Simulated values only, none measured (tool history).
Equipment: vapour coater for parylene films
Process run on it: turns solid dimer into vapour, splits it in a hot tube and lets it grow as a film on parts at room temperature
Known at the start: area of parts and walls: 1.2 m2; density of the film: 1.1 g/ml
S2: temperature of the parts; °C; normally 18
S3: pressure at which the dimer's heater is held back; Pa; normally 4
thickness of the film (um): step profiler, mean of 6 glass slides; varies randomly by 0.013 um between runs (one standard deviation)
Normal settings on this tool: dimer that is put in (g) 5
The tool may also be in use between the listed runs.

{"run": 1, "hour": 0.0, "dimer that is put in (g)": 5, "S2": 18, "S3": 4, "thickness of the film (um)": 1.83}
{"run": 2, "hour": 32.2, "dimer that is put in (g)": 5, "S2": 18, "S3": 4, "thickness of the film (um)": 1.82}
{"run": 3, "hour": 62.3, "dimer that is put in (g)": 5, "S2": 18, "S3": 4, "thickness of the film (um)": 1.82}
{"run": 4, "hour": 105.4, "dimer that is put in (g)": 5, "S2": 18, "S3": 4, "thickness of the film (um)": 1.8}
{"run": 5, "hour": 137.5, "dimer that is put in (g)": 5, "S2": 18, "S3": 4, "thickness of the film (um)": 1.8}
{"run": 6, "hour": 175.2, "dimer that is put in (g)": 5, "S2": 18, "S3": 4, "thickness of the film (um)": 1.79}
{"run": 7, "hour": 213.5, "dimer that is put in (g)": 5, "S2": 18, "S3": 3.85, "thickness of the film (um)": 1.79}
{"run": 8, "hour": 247.0, "dimer that is put in (g)": 5, "S2": 18, "S3": 3.85, "thickness of the film (um)": 1.77}
{"run": 9, "hour": 275.7, "dimer that is put in (g)": 5, "S2": 18, "S3": 3.85, "thickness of the film (um)": 1.77}
{"run": 10, "hour": 298.0, "dimer that is put in (g)": 4, "S2": 18, "S3": 3.85, "thickness of the film (um)": 1.41}
{"run": 11, "hour": 330.1, "dimer that is put in (g)": 5, "S2": 18, "S3": 4, "thickness of the film (um)": 1.71}
{"run": 12, "hour": 350.3, "dimer that is put in (g)": 5, "S2": 18, "S3": 4, "thickness of the film (um)": 1.72}
{"run": 13, "hour": 380.4, "dimer that is put in (g)": 5, "S2": 18, "S3": 4, "thickness of the film (um)": 1.7}
{"run": 14, "hour": 414.1, "dimer that is put in (g)": 5, "S2": 18, "S3": 4, "thickness of the film (um)": 1.7}
{"run": 15, "hour": 457.1, "dimer that is put in (g)": 5, "S2": 18, "S3": 4, "thickness of the film (um)": 1.67}
{"run": 16, "hour": 475.5, "dimer that is put in (g)": 3, "S2": 19, "S3": 4, "thickness of the film (um)": 0.99}
{"hour": 488.6, "done": "trap's valve overhauled"}
{"run": 17, "hour": 498.6, "dimer that is put in (g)": 3, "S2": 19, "S3": 4, "thickness of the film (um)": 1.09}
{"run": 18, "hour": 534.5, "dimer that is put in (g)": 8, "S2": 18, "S3": 4, "thickness of the film (um)": 2.98}
{"run": 19, "hour": 574.2, "dimer that is put in (g)": 2, "S2": 17, "S3": 4, "thickness of the film (um)": 0.77}
{"run": 20, "hour": 613.2, "dimer that is put in (g)": 2, "S2": 17, "S3": 4, "thickness of the film (um)": 0.77}

Forecast run 21:
{"run": 21, "hour": 644.5, "dimer that is put in (g)": 5, "S2": 18, "S3": 7.84, "thickness of the film (um)": "?"}

Run 21 yielded thickness of the film (um) 1.66.
Minus the tool's unlogged condition, the same run would have read thickness of the film (um) 1.69.
